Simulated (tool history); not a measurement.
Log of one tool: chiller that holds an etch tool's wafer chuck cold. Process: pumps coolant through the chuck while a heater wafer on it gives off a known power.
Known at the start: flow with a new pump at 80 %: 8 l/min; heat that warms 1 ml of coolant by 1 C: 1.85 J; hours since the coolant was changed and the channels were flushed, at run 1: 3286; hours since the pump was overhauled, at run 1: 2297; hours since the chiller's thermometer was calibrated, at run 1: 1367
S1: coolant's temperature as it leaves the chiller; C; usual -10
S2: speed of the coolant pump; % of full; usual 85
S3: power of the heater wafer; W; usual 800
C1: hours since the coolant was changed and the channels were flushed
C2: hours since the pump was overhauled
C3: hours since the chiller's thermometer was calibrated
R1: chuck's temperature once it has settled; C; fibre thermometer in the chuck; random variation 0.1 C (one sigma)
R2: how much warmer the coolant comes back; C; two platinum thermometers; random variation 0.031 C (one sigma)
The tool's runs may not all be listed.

{"run": 1, "day": 0.0, "S1": -10, "S2": 85, "S3": 800, "C1": 3286, "C2": 2297, "C3": 1367, "R1": -1.1, "R2": 3.25}
{"run": 2, "day": 6.275, "S1": -10, "S2": 85, "S3": 800, "C1": 3436, "C2": 2448, "C3": 1518, "R1": -1.0, "R2": 3.15}
{"run": 3, "day": 11.396, "S1": -17, "S2": 85, "S3": 800, "C1": 3559, "C2": 2571, "C3": 1641, "R1": -7.9, "R2": 3.2}
{"run": 4, "day": 15.779, "S1": -10, "S2": 72, "S3": 800, "C1": 3664, "C2": 2676, "C3": 1746, "R1": 0.1, "R2": 3.8}
{"run": 5, "day": 20.846, "S1": -10, "S2": 72, "S3": 800, "C1": 3786, "C2": 2798, "C3": 1868, "R1": 0.4, "R2": 3.82}
{"run": 6, "day": 27.038, "S1": -10, "S2": 75, "S3": 800, "C1": 3934, "C2": 2946, "C3": 2016, "R1": 0.1, "R2": 3.68}
{"run": 7, "day": 30.342, "S1": -10, "S2": 75, "S3": 800, "C1": 4014, "C2": 3026, "C3": 2096, "R1": 0.1, "R2": 3.68}
{"run": 8, "day": 36.054, "S1": -10, "S2": 75, "S3": 800, "C1": 4151, "C2": 3163, "C3": 2233, "R1": 0.0, "R2": 3.65}
{"run": 9, "day": 42.942, "S1": -10, "S2": 75, "S3": 800, "C1": 4316, "C2": 3328, "C3": 2398, "R1": 0.2, "R2": 3.65}
{"run": 10, "day": 46.392, "S1": -10, "S2": 85, "S3": 572, "C1": 4399, "C2": 3411, "C3": 2481, "R1": -3.4, "R2": 2.29}
{"run": 11, "day": 50.288, "S1": -5, "S2": 66, "S3": 514, "C1": 4492, "C2": 3504, "C3": 2574, "R1": 2.0, "R2": 2.72}
{"run": 12, "day": 54.5, "S1": -5, "S2": 95, "S3": 792, "C1": 4594, "C2": 3605, "C3": 2675, "R1": 3.3, "R2": 2.91}
{"run": 13, "day": 62.171, "S1": -10, "S2": 85, "S3": 530, "C1": 4778, "C2": 3790, "C3": 2860, "R1": -4.1, "R2": 2.15}
{"run": 14, "day": 68.254, "S1": -10, "S2": 85, "S3": 530, "C1": 4924, "C2": 3936, "C3": 3005, "R1": -4.0, "R2": 2.19}
{"run": 15, "day": 74.008, "S1": -2, "S2": 98, "S3": 514, "C1": 5062, "C2": 4074, "C3": 3144, "R1": 3.1, "R2": 1.86}
{"run": 16, "day": 78.708, "S1": -2, "S2": 98, "S3": 514, "C1": 5175, "C2": 4186, "C3": 3256, "R1": 3.2, "R2": 1.83}

Forecast each of these 3 alternatives for the next run:
{"run": "A", "day": 84.525, "S1": -2, "S2": 61, "S3": 514, "C1": 5314, "C2": 4326, "C3": 3396, "R1": "?", "R2": "?"}
{"run": "B", "day": 84.525, "S1": -16, "S2": 85, "S3": 463, "C1": 5314, "C2": 4326, "C3": 3396, "R1": "?", "R2": "?"}
{"run": "C", "day": 84.525, "S1": -2, "S2": 98, "S3": 665, "C1": 5314, "C2": 4326, "C3": 3396, "R1": "?", "R2": "?"}

run=A R1=5.6 R2=3.00
run=B R1=-10.8 R2=1.93
run=C R1=4.7 R2=2.40
Without the tool's hidden state the same runs would have given:
run=A R1=4.6 R2=2.78
run=B R1=-11.3 R2=1.79
run=C R1=3.9 R2=2.22
